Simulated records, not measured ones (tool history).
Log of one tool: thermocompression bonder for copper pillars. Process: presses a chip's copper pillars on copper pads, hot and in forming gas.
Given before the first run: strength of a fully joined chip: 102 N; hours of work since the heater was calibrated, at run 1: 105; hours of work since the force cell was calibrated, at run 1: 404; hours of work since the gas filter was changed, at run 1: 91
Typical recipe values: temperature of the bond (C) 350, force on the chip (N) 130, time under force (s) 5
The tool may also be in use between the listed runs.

run,hour,temperature of the bond (C),force on the chip (N),time under force (s),hours of work since the heater was calibrated,hours of work since the force cell was calibrated,hours of work since the gas filter was changed,force that shears a chip off (N)
1,0,350,130,5,105,404,91,76.3
2,11.7,350,130,12,111,410,97,88.8
3,22.3,350,130,5,116,416,102,75.7
4,36.8,350,130,5,124,423,109,75.1
5,47.2,350,130,5,129,428,115,75.8
6,54.4,350,132,5,133,432,118,74.7
7,69.3,350,132,5,140,440,126,75.8
8,84.1,350,130,5,148,447,134,75.8
9,93.7,350,130,5,153,452,139,75.8
10,103,350,130,5,158,457,143,75.6
11,113.6,350,130,5,163,462,149,76.1
12,121.9,350,130,5,167,466,153,76.2
13,130.7,350,130,5,172,471,157,75.8
14,141.3,350,130,5,177,476,163,75.1
15,156.3,350,130,5,185,484,171,75.3
16,166.3,350,130,5,190,489,176,75
17,182.8,350,130,5,199,498,184,75
18,194.2,350,130,5,204,503,190,76.4
19,208.4,350,130,5,212,511,197,75.2
20,217.7,350,130,5,216,515,202,75.1
21,226.6,350,130,5,221,520,207,76.8
22,238.2,342,145,3,227,526,212,65
23,254.4,342,145,3,235,534,221,64.7
24,262.7,342,145,3,239,539,225,65.5
25,272.2,350,130,6,244,543,230,77.6
26,286.7,353,130,6,252,551,237,79

Run 27 is up next; what results do you expect?
27,298.1,353,130,6,257,557,243,?

Run 27 came out at force that shears a chip off (N) 79.8.
Were there no unlogged condition in the tool, this run, its random variation unchanged, would have produced force that shears a chip off (N) 79.9.
